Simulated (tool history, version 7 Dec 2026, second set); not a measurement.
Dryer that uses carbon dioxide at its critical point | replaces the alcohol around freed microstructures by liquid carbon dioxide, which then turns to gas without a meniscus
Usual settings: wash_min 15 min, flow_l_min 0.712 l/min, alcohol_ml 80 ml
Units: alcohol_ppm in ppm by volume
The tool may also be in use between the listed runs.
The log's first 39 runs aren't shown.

run	hour	wash_min	flow_l_min	alcohol_ml	alcohol_ppm
# hour 345.6: inlet filter changed
40	352.7	13	1.001	80	177
41	359.4	13	1.001	80	193
42	367.2	13	1.001	80	179
43	376.6	13	1.001	80	191
44	385.9	13	1.001	80	191
45	395.4	12	0.837	80	424
46	401.4	12	0.837	80	422
47	412.4	13	1.097	34	145

Forecast each of these 3 alternatives for the next run:
A	420.2	23	0.712	80	?
B	420.2	15	0.712	26	?
C	420.2	13	1.097	40	?

run	alcohol_ppm
A	141
B	219
C	159
Without the tool's hidden state the same runs would have given:
run	alcohol_ppm
A	16
B	83
C	26
